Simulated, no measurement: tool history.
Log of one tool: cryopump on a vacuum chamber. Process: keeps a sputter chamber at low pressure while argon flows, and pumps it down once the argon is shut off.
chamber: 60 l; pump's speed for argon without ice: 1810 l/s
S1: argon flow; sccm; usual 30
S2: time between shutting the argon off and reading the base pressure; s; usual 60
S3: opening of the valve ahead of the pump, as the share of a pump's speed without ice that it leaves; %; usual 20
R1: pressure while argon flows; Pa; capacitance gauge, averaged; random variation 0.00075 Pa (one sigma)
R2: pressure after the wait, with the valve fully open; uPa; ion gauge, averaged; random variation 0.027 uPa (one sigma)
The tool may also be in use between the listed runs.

run	day	S1	S2	S3	R1	R2
1	0.000	30	60	20	0.1418	3.29
2	0.588	30	60	20	0.1420	3.27
3	1.029	30	60	22	0.1300	3.30
4	1.712	30	60	22	0.1293	3.38
5	2.662	30	60	22	0.1293	3.37
6	3.167	30	60	20	0.1426	3.34
7	4.142	30	60	54	0.0549	3.37
8	4.867	30	60	20	0.1440	3.37
9	5.758	30	60	20	0.1436	3.36
10	6.208	30	60	20	0.1431	3.56
11	6.800	30	60	20	0.1443	3.48
12	7.317	30	60	20	0.1446	3.52
13	7.900	30	60	20	0.1440	3.46
14	8.896	30	60	34	0.0871	3.54
15	9.550	30	60	34	0.0867	3.51
16	10.308	30	175	20	0.1442	2.89
17	10.829	30	175	20	0.1446	3.04
18	11.358	30	33	17	0.1689	4.57
19	12.279	30	162	20	0.1451	3.07
20	13.279	35	31	20	0.1688	4.66
21	14.138	35	31	20	0.1710	4.69
22	14.608	53	60	20	0.2546	3.74
23	15.121	22	68	39	0.0573	3.64
24	15.942	22	68	16	0.1316	3.69
25	16.646	30	77	52	0.0603	3.72
26	17.179	28	39	17	0.1582	4.22
27	17.983	16	65	55	0.0305	3.66
28	18.500	57	58	20	0.2799	3.95
# day 18.812: leaking fittings of the chamber tightened, without venting
29	19.367	30	60	38	0.0808	1.28
30	19.833	25	92	48	0.0537	0.90
# day 20.354: pump warmed up, emptied and cooled again
31	20.804	29	77	20	0.1368	0.99
32	21.779	20	61	20	0.0934	1.18
33	22.592	30	71	22	0.1283	1.04
34	23.046	35	27	29	0.1140	2.43

Forecast each of these 4 alternatives for the next run:
A	23.546	28	60	20	?	?
B	23.546	30	108	36	?	?
C	23.546	37	181	30	?	?
D	23.546	23	23	32	?	?

run	R1	R2
A	0.1318	1.23
B	0.0793	0.78
C	0.1171	0.58
D	0.0685	2.83
Without the tool's hidden state the same runs would have given:
run	R1	R2
A	0.1308	1.16
B	0.0782	0.70
C	0.1158	0.50
D	0.0677	2.75
